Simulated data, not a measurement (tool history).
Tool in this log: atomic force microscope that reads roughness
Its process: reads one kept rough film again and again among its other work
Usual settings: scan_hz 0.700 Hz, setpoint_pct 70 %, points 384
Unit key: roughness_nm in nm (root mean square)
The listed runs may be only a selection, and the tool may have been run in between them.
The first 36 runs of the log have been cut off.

| run | hour | scan_hz | setpoint_pct | points | roughness_nm |
|---|---|---|---|---|---|
| 37 | 1490.9 | 2.154 | 70 | 824 | 0.428 |
| 38 | 1515.4 | 2.154 | 70 | 824 | 0.425 |
|  | 1519.0 | new tip fitted |
| 39 | 1549.2 | 0.700 | 80 | 308 | 0.453 |
| 40 | 1586.1 | 1.955 | 89 | 475 | 0.395 |
| 41 | 1637.0 | 1.955 | 89 | 475 | 0.389 |
| 42 | 1664.0 | 0.700 | 70 | 461 | 0.451 |
| 43 | 1696.2 | 0.700 | 86 | 384 | 0.429 |
|  | 1701.1 | new tip fitted |
| 44 | 1729.8 | 2.367 | 70 | 841 | 0.440 |

Alternative continuations, all from the tool just after run 44; predict every row:
| A | 1783.0 | 2.367 | 70 | 281 | ? |
| B | 1783.0 | 0.951 | 72 | 469 | ? |
| C | 1783.0 | 1.426 | 89 | 706 | ? |

| run | roughness_nm |
|---|---|
| A | 0.421 |
| B | 0.456 |
| C | 0.418 |
The same runs, with their run-to-run variation unchanged, on a tool lacking any hidden condition would have given:
| run | roughness_nm |
|---|---|
| A | 0.430 |
| B | 0.466 |
| C | 0.427 |
